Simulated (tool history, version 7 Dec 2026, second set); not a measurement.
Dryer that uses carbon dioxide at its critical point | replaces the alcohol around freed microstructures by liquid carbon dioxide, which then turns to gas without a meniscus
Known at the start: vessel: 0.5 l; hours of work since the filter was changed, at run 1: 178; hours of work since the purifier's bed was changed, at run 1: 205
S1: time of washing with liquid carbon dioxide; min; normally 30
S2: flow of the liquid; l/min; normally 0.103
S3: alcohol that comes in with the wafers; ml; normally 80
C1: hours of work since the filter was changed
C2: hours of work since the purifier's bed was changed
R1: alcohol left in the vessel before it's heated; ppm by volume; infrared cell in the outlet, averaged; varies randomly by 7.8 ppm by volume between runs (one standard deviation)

| run | hour | S1 | S2 | S3 | C1 | C2 | R1 |
|---|---|---|---|---|---|---|---|
| 1 | 0 | 30 | 0.103 | 80 | 178 | 205 | 559 |
| 2 | 24.8 | 30 | 0.103 | 80 | 187 | 215 | 583 |
| 3 | 72.1 | 30 | 0.103 | 80 | 206 | 233 | 597 |
| 4 | 120.6 | 30 | 0.103 | 80 | 225 | 252 | 594 |
| 5 | 164.2 | 30 | 0.103 | 80 | 242 | 269 | 628 |
| 6 | 208.1 | 30 | 0.103 | 80 | 259 | 286 | 662 |
| 7 | 256.5 | 30 | 0.103 | 80 | 277 | 305 | 669 |
| 8 | 285.9 | 30 | 0.103 | 80 | 289 | 316 | 670 |
| 9 | 336.9 | 30 | 0.103 | 80 | 309 | 336 | 692 |
| 10 | 380 | 30 | 0.103 | 80 | 325 | 353 | 707 |
|  | 414.5 | inlet filter changed |
| 11 | 414.5 | 30 | 0.103 | 80 | 0 | 366 | 535 |
| 12 | 468.1 | 30 | 0.103 | 80 | 21 | 387 | 564 |
| 13 | 512.3 | 48 | 0.103 | 80 | 38 | 404 | 145 |
| 14 | 543 | 48 | 0.103 | 80 | 50 | 416 | 154 |
| 15 | 599.9 | 48 | 0.12 | 80 | 72 | 438 | 152 |
| 16 | 627.3 | 48 | 0.12 | 80 | 83 | 449 | 162 |
| 17 | 662.7 | 30 | 0.103 | 40 | 96 | 462 | 401 |
| 18 | 711.6 | 30 | 0.103 | 80 | 115 | 481 | 650 |
| 19 | 751.5 | 30 | 0.103 | 68 | 131 | 497 | 584 |
| 20 | 797.1 | 30 | 0.103 | 68 | 149 | 515 | 585 |
| 21 | 825.1 | 30 | 0.103 | 68 | 160 | 526 | 586 |
| 22 | 863.5 | 30 | 0.103 | 68 | 174 | 540 | 626 |
| 23 | 896.6 | 30 | 0.103 | 68 | 187 | 553 | 637 |
| 24 | 933.7 | 32 | 0.084 | 80 | 202 | 568 | 1296 |
| 25 | 957.2 | 46 | 0.098 | 28 | 211 | 577 | 204 |
| 26 | 1010.9 | 46 | 0.098 | 28 | 232 | 598 | 219 |
| 27 | 1060 | 46 | 0.098 | 28 | 251 | 617 | 211 |
| 28 | 1106.2 | 46 | 0.106 | 44 | 269 | 635 | 226 |
| 29 | 1161.2 | 46 | 0.106 | 44 | 290 | 656 | 234 |
| 30 | 1189.1 | 32 | 0.147 | 44 | 301 | 667 | 243 |
| 31 | 1214.1 | 40 | 0.161 | 56 | 311 | 677 | 239 |
|  | 1238.8 | purifier's bed changed |
| 32 | 1265.5 | 40 | 0.161 | 56 | 329 | 10 | 11 |
|  | 1291 | inlet filter changed |
| 33 | 1298.9 | 30 | 0.15 | 80 | 3 | 23 | 41 |
| 34 | 1342.4 | 33 | 0.103 | 22 | 20 | 40 | 89 |
| 35 | 1368.6 | 30 | 0.113 | 52 | 30 | 50 | 170 |
| 36 | 1423.7 | 30 | 0.113 | 52 | 52 | 71 | 187 |
| 37 | 1474 | 30 | 0.113 | 60 | 71 | 91 | 215 |
| 38 | 1511.9 | 30 | 0.113 | 60 | 86 | 106 | 238 |
| 39 | 1562.3 | 48 | 0.07 | 80 | 105 | 125 | 328 |
| 40 | 1601 | 27 | 0.122 | 80 | 120 | 140 | 357 |
| 41 | 1650.1 | 21 | 0.129 | 80 | 140 | 159 | 1035 |
| 42 | 1704.4 | 21 | 0.129 | 80 | 161 | 180 | 1092 |
| 43 | 1760.8 | 21 | 0.129 | 80 | 183 | 202 | 1089 |
| 44 | 1796.9 | 21 | 0.129 | 80 | 197 | 216 | 1112 |
| 45 | 1851.4 | 21 | 0.131 | 80 | 218 | 238 | 1053 |
| 46 | 1904.6 | 18 | 0.129 | 80 | 238 | 258 | 2309 |

For each entry between runs, how does the tool's hidden state at the last listed run before it compare with that at the first listed run after it?
Between runs 10 and 11: inlet filter changed (hour 414.5)
  flow that reaches the vessel past the clogged filter, %: 93.3 -> 99.4; alcohol in the recycled carbon dioxide, ppm: 121 -> 124.8
  measured minus no-state result, R1: +308 -> +135 ppm by volume
Between runs 31 and 32: purifier's bed changed (hour 1238.8)
  flow that reaches the vessel past the clogged filter, %: 92.8 -> 92.4; alcohol in the recycled carbon dioxide, ppm: 225.8 -> 9.2
  measured minus no-state result, R1: +227 -> +5 ppm by volume
Between runs 32 and 33: inlet filter changed (hour 1291)
  flow that reaches the vessel past the clogged filter, %: 92.4 -> 99.7; alcohol in the recycled carbon dioxide, ppm: 9.2 -> 13.7
  measured minus no-state result, R1: +5 -> +9 ppm by volume

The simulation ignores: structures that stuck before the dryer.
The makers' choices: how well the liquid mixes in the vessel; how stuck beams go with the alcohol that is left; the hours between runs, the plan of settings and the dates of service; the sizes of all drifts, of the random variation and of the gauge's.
